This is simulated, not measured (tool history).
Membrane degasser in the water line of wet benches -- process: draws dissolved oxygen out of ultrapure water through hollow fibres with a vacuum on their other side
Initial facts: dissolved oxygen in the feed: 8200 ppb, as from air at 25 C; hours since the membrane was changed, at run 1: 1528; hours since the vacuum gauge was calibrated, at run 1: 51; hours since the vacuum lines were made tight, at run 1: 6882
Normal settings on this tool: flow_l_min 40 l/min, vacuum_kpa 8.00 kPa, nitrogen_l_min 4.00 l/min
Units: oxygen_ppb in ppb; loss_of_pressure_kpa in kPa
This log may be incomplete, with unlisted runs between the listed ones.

run	day	flow_l_min	vacuum_kpa	nitrogen_l_min	hours since the membrane was changed	hours since the vacuum gauge was calibrated	hours since the vacuum lines were made tight	oxygen_ppb	loss_of_pressure_kpa
1	0.000	40	8.00	4.00	1528	51	6882	119.6	44.33
2	4.138	40	8.00	4.00	1627	150	6981	118.5	44.08
# day 11.946: seals of the vacuum lines changed
3	13.058	40	8.00	7.43	1839	362	27	69.0	44.08
4	21.188	40	8.00	7.43	2034	557	222	68.0	44.31
5	27.008	40	8.00	7.43	2174	697	361	68.1	44.28
6	34.250	48	8.00	6.95	2348	871	535	94.1	52.93
7	40.638	27	8.00	11.73	2501	1024	689	28.1	29.89
8	48.250	27	8.00	11.73	2684	1207	871	27.7	29.57
9	52.917	31	7.23	11.73	2796	1319	983	27.3	34.11
10	59.646	26	8.00	7.29	2957	1480	1145	42.7	28.88

Take each entry between the runs: how does the hidden state at the last listed run before it differ from the hidden state at the first listed run after it?
Logged between run 2 and run 3: seals of the vacuum lines changed (day 11.946)
  air that leaks in behind the membrane, l/min: 0.0023 -> 0.002
